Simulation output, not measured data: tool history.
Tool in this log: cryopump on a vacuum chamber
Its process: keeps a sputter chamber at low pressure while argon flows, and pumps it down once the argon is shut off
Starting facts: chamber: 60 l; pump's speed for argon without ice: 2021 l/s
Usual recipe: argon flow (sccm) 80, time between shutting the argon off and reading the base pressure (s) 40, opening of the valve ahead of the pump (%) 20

run,hour,argon flow (sccm),time between shutting the argon off and reading the base pressure (s),opening of the valve ahead of the pump (%),pressure while argon flows (Pa),pressure after the wait (uPa)
1,0.0,80,40,20,0.3556,2.50
2,25.3,80,40,20,0.3536,2.40
3,46.0,80,40,20,0.3551,2.50
4,58.4,80,40,20,0.3551,2.49
5,84.0,80,52,20,0.3561,2.19
# hour 87.7: leaking fittings of the chamber tightened, without venting
6,100.5,80,52,40,0.1876,1.21
7,115.7,71,40,20,0.3112,1.48
8,135.0,71,40,20,0.3189,1.54
9,157.7,80,40,20,0.3586,1.52
10,176.3,77,40,20,0.3425,1.54
11,198.5,114,40,20,0.5071,1.53
12,213.9,114,40,20,0.5122,1.55
13,229.7,114,40,20,0.5119,1.58
14,251.7,80,40,20,0.3603,1.53
15,269.0,43,40,23,0.1709,1.57
16,290.6,36,40,45,0.0788,1.60
17,304.7,133,108,36,0.3519,0.76
18,328.5,72,293,54,0.1367,0.46
19,348.4,37,174,40,0.0910,0.62
20,366.3,144,38,20,0.6542,1.65
21,378.6,84,29,37,0.2195,2.05
22,395.5,80,174,20,0.3626,0.64
23,412.4,80,120,18,0.4010,0.76
24,429.4,41,242,49,0.0863,0.58
25,451.8,97,40,20,0.4448,1.61
26,464.5,35,21,25,0.1311,2.79
27,484.3,147,40,35,0.4101,1.65
28,503.6,147,40,35,0.4132,1.61

5 ways to go on from here, each from the tool as it stands after run 28. What would each give?
# hour 515.7: pump warmed up, emptied and cooled again
A,525.0,147,28,35,?,?
# hour 515.7: pump warmed up, emptied and cooled again
B,525.0,36,77,47,?,?
# hour 515.7: pump warmed up, emptied and cooled again
C,525.0,147,257,35,?,?
# hour 515.7: pump warmed up, emptied and cooled again
D,525.0,147,93,35,?,?
# hour 515.7: pump warmed up, emptied and cooled again
E,525.0,59,65,39,?,?

run,pressure while argon flows (Pa),pressure after the wait (uPa)
A,0.3525,2.10
B,0.0644,0.90
C,0.3548,0.43
D,0.3512,0.82
E,0.1273,1.00
Take away the tool's hidden state, keep each run's random variation, and the runs would have read:
run,pressure while argon flows (Pa),pressure after the wait (uPa)
A,0.3502,1.99
B,0.0638,0.79
C,0.3524,0.33
D,0.3489,0.72
E,0.1264,0.89
